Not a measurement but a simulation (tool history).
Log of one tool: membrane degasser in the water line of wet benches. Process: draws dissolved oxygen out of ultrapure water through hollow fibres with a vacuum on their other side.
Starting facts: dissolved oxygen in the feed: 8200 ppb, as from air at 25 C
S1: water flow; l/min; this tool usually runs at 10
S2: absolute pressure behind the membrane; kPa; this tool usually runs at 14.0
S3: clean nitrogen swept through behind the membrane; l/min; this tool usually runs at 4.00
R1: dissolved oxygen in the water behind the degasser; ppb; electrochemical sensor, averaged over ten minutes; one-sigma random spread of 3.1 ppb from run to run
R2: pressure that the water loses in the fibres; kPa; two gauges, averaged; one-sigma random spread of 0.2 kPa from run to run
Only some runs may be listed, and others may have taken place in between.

run,hour,S1,S2,S3,R1,R2
1,0.0,10,14.0,4.00,318.6,45.90
2,60.7,10,14.0,4.00,315.3,45.83
3,129.9,8,14.0,4.00,207.7,36.99
4,185.0,10,14.0,4.00,321.0,45.65
5,250.6,10,14.0,4.00,326.1,46.10
6,335.4,10,14.0,4.00,319.4,45.70
7,463.0,10,14.0,4.00,315.2,46.19
8,568.9,10,14.0,5.83,303.6,45.77
9,662.8,10,14.0,5.83,298.7,46.11
10,749.2,10,14.0,5.83,305.4,46.03
11,882.1,9,14.0,5.83,242.4,41.43
12,972.2,9,14.0,5.83,241.8,41.54
13,1072.7,9,14.0,5.83,244.1,41.54
14,1192.2,9,14.0,5.83,241.0,41.46
15,1317.6,9,14.0,2.27,307.1,41.54
# hour 1361.5: vacuum gauge calibrated
16,1430.4,10,14.0,4.00,325.1,46.40
17,1561.4,10,14.0,4.00,325.6,46.31
18,1631.4,8,24.3,7.28,211.5,37.31
19,1690.2,14,12.0,4.59,570.0,64.41
20,1781.1,14,12.0,4.59,566.0,64.42
21,1839.2,7,17.3,4.59,161.9,32.28
22,1940.1,13,14.0,1.75,614.1,60.12
23,2062.6,8,23.2,4.72,240.4,37.04
24,2151.3,8,23.2,4.72,241.9,36.86
25,2272.4,15,14.0,4.97,650.2,69.26
26,2358.0,15,14.0,4.97,646.8,69.02
27,2440.9,13,14.0,4.52,521.3,60.27
28,2575.5,7,15.9,2.49,195.9,32.40
29,2656.5,10,22.6,3.61,389.4,46.09
30,2756.4,9,24.0,4.96,300.2,41.47
31,2818.6,6,14.0,2.14,147.9,28.01
32,2908.3,7,9.9,4.97,134.0,32.59

Here are 4 independent what-if runs from the current tool condition. What would each one return?
A,3012.3,8,14.0,4.00,?,?
B,3012.3,7,9.9,3.65,?,?
C,3012.3,8,25.4,4.97,?,?
D,3012.3,16,10.5,4.97,?,?

run,R1,R2
A,209.1,37.16
B,140.8,32.52
C,247.1,37.33
D,690.6,73.63
Without the tool's unlogged condition, the same runs would have read:
run,R1,R2
A,193.6,36.29
B,129.1,31.76
C,230.8,36.46
D,652.2,71.91

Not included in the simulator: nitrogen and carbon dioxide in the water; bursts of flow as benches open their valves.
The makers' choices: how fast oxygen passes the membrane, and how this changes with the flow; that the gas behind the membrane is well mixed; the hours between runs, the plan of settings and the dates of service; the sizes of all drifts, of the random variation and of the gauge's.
